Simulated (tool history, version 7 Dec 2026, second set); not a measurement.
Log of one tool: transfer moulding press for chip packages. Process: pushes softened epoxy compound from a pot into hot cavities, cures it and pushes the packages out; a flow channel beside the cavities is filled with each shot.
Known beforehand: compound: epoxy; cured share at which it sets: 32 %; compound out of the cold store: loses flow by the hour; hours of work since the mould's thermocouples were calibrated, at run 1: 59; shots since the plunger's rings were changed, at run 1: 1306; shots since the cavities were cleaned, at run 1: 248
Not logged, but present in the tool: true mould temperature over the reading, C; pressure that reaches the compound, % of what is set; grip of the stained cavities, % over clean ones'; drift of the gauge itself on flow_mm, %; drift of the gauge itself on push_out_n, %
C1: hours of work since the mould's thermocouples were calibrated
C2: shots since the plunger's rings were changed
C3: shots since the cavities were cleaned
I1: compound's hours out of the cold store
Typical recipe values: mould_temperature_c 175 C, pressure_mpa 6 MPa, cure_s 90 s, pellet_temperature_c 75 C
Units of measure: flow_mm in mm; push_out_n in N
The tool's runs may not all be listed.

run 1 day=0 | mould_temperature_c=175 pressure_mpa=6 cure_s=90 pellet_temperature_c=75 | C1=59 C2=1306 C3=248 | I1=38.4 | flow_mm=852 push_out_n=616
run 2 day=0.217 | mould_temperature_c=175 pressure_mpa=6 cure_s=90 pellet_temperature_c=75 | C1=62 C2=1365 C3=307 | I1=42.6 | flow_mm=821 push_out_n=652
run 3 day=0.562 | mould_temperature_c=175 pressure_mpa=5.1 cure_s=90 pellet_temperature_c=75 | C1=67 C2=1459 C3=401 | I1=39.9 | flow_mm=772 push_out_n=711
run 4 day=0.938 | mould_temperature_c=175 pressure_mpa=5.1 cure_s=90 pellet_temperature_c=75 | C1=72 C2=1561 C3=503 | I1=32.2 | flow_mm=806 push_out_n=781
run 5 day=1.212 | mould_temperature_c=175 pressure_mpa=5.1 cure_s=90 pellet_temperature_c=75 | C1=76 C2=1636 C3=578 | I1=10 | flow_mm=924 push_out_n=852
-- day=1.471 cavities cleaned with cleaning compound and waxed
run 6 day=1.592 | mould_temperature_c=175 pressure_mpa=5.1 cure_s=90 pellet_temperature_c=75 | C1=80 C2=1721 C3=32 | I1=19.7 | flow_mm=864 push_out_n=518
run 7 day=1.762 | mould_temperature_c=175 pressure_mpa=6 cure_s=99 pellet_temperature_c=75 | C1=82 C2=1768 C3=79 | I1=11.5 | flow_mm=988 push_out_n=493
run 8 day=2.004 | mould_temperature_c=175 pressure_mpa=6 cure_s=90 pellet_temperature_c=75 | C1=86 C2=1833 C3=144 | I1=45.6 | flow_mm=801 push_out_n=566
run 9 day=2.304 | mould_temperature_c=175 pressure_mpa=6 cure_s=90 pellet_temperature_c=75 | C1=90 C2=1914 C3=225 | I1=25.3 | flow_mm=907 push_out_n=650
run 10 day=2.496 | mould_temperature_c=175 pressure_mpa=6 cure_s=90 pellet_temperature_c=75 | C1=92 C2=1967 C3=278 | I1=44.8 | flow_mm=806 push_out_n=683
run 11 day=2.833 | mould_temperature_c=175 pressure_mpa=6 cure_s=90 pellet_temperature_c=75 | C1=97 C2=2059 C3=370 | I1=10.6 | flow_mm=989 push_out_n=728
run 12 day=3.021 | mould_temperature_c=175 pressure_mpa=6 cure_s=90 pellet_temperature_c=75 | C1=100 C2=2110 C3=421 | I1=23.1 | flow_mm=914 push_out_n=755
run 13 day=3.292 | mould_temperature_c=175 pressure_mpa=6 cure_s=90 pellet_temperature_c=75 | C1=103 C2=2184 C3=495 | I1=10.7 | flow_mm=990 push_out_n=794
run 14 day=3.475 | mould_temperature_c=175 pressure_mpa=6 cure_s=90 pellet_temperature_c=75 | C1=106 C2=2233 C3=544 | I1=43.3 | flow_mm=809 push_out_n=753
run 15 day=3.688 | mould_temperature_c=170 pressure_mpa=6 cure_s=107 pellet_temperature_c=75 | C1=109 C2=2291 C3=602 | I1=27.6 | flow_mm=893 push_out_n=766
-- day=3.85 cavities cleaned with cleaning compound and waxed
run 16 day=4.079 | mould_temperature_c=175 pressure_mpa=6 cure_s=116 pellet_temperature_c=83 | C1=113 C2=2380 C3=62 | I1=14 | flow_mm=958 push_out_n=437
run 17 day=4.442 | mould_temperature_c=175 pressure_mpa=6 cure_s=116 pellet_temperature_c=83 | C1=118 C2=2479 C3=161 | I1=12 | flow_mm=973 push_out_n=523
run 18 day=4.679 | mould_temperature_c=168 pressure_mpa=6 cure_s=90 pellet_temperature_c=75 | C1=121 C2=2543 C3=225 | I1=8.6 | flow_mm=1007 push_out_n=1066
run 19 day=4.9 | mould_temperature_c=178 pressure_mpa=6 cure_s=112 pellet_temperature_c=75 | C1=125 C2=2603 C3=285 | I1=13.9 | flow_mm=951 push_out_n=558
run 20 day=5.121 | mould_temperature_c=178 pressure_mpa=6.06 cure_s=112 pellet_temperature_c=83 | C1=128 C2=2663 C3=345 | I1=39.2 | flow_mm=816 push_out_n=594
run 21 day=5.3 | mould_temperature_c=172 pressure_mpa=5.7 cure_s=82 pellet_temperature_c=78 | C1=130 C2=2711 C3=393 | I1=18.3 | flow_mm=916 push_out_n=1064
run 22 day=5.496 | mould_temperature_c=182 pressure_mpa=6 cure_s=90 pellet_temperature_c=72 | C1=133 C2=2764 C3=446 | I1=18.9 | flow_mm=901 push_out_n=648
run 23 day=5.746 | mould_temperature_c=182 pressure_mpa=6 cure_s=90 pellet_temperature_c=72 | C1=136 C2=2833 C3=515 | I1=46.2 | flow_mm=767 push_out_n=664
run 24 day=5.992 | mould_temperature_c=182 pressure_mpa=6 cure_s=90 pellet_temperature_c=72 | C1=139 C2=2899 C3=581 | I1=29.9 | flow_mm=845 push_out_n=655
-- day=6.238 cavities cleaned with cleaning compound and waxed
run 25 day=6.421 | mould_temperature_c=182 pressure_mpa=6 cure_s=90 pellet_temperature_c=72 | C1=145 C2=2999 C3=50 | I1=14.7 | flow_mm=922 push_out_n=444
run 26 day=6.708 | mould_temperature_c=182 pressure_mpa=6 cure_s=90 pellet_temperature_c=72 | C1=148 C2=3076 C3=127 | I1=41 | flow_mm=788 push_out_n=491
run 27 day=7.046 | mould_temperature_c=175 pressure_mpa=5.41 cure_s=87 pellet_temperature_c=69 | C1=153 C2=3168 C3=219 | I1=47.1 | flow_mm=741 push_out_n=663
run 28 day=7.271 | mould_temperature_c=175 pressure_mpa=7.19 cure_s=87 pellet_temperature_c=69 | C1=156 C2=3230 C3=281 | I1=38.8 | flow_mm=883 push_out_n=691

Here are 5 independent what-if runs from the current tool condition. What would each one return?
run A day=7.483 | mould_temperature_c=167 pressure_mpa=7.19 cure_s=87 pellet_temperature_c=69 | C1=159 C2=3287 C3=338 | I1=25.7 | flow_mm=? push_out_n=?
run B day=7.483 | mould_temperature_c=175 pressure_mpa=6 cure_s=90 pellet_temperature_c=81 | C1=159 C2=3287 C3=338 | I1=24 | flow_mm=? push_out_n=?
run C day=7.483 | mould_temperature_c=175 pressure_mpa=5.11 cure_s=127 pellet_temperature_c=66 | C1=159 C2=3287 C3=338 | I1=29.4 | flow_mm=? push_out_n=?
run D day=7.483 | mould_temperature_c=175 pressure_mpa=7.19 cure_s=98 pellet_temperature_c=69 | C1=159 C2=3287 C3=338 | I1=12.9 | flow_mm=? push_out_n=?
run E day=7.483 | mould_temperature_c=175 pressure_mpa=4.85 cure_s=90 pellet_temperature_c=75 | C1=159 C2=3287 C3=338 | I1=9.5 | flow_mm=? push_out_n=?

run=A flow_mm=988 push_out_n=1277
run=B flow_mm=884 push_out_n=726
run=C flow_mm=798 push_out_n=557
run=D flow_mm=1030 push_out_n=664
run=E flow_mm=872 push_out_n=707
Take away the tool's hidden state, keep each run's random variation, and the runs would have read:
run=A flow_mm=1061 push_out_n=868
run=B flow_mm=950 push_out_n=492
run=C flow_mm=857 push_out_n=375
run=D flow_mm=1107 push_out_n=447
run=E flow_mm=937 push_out_n=479
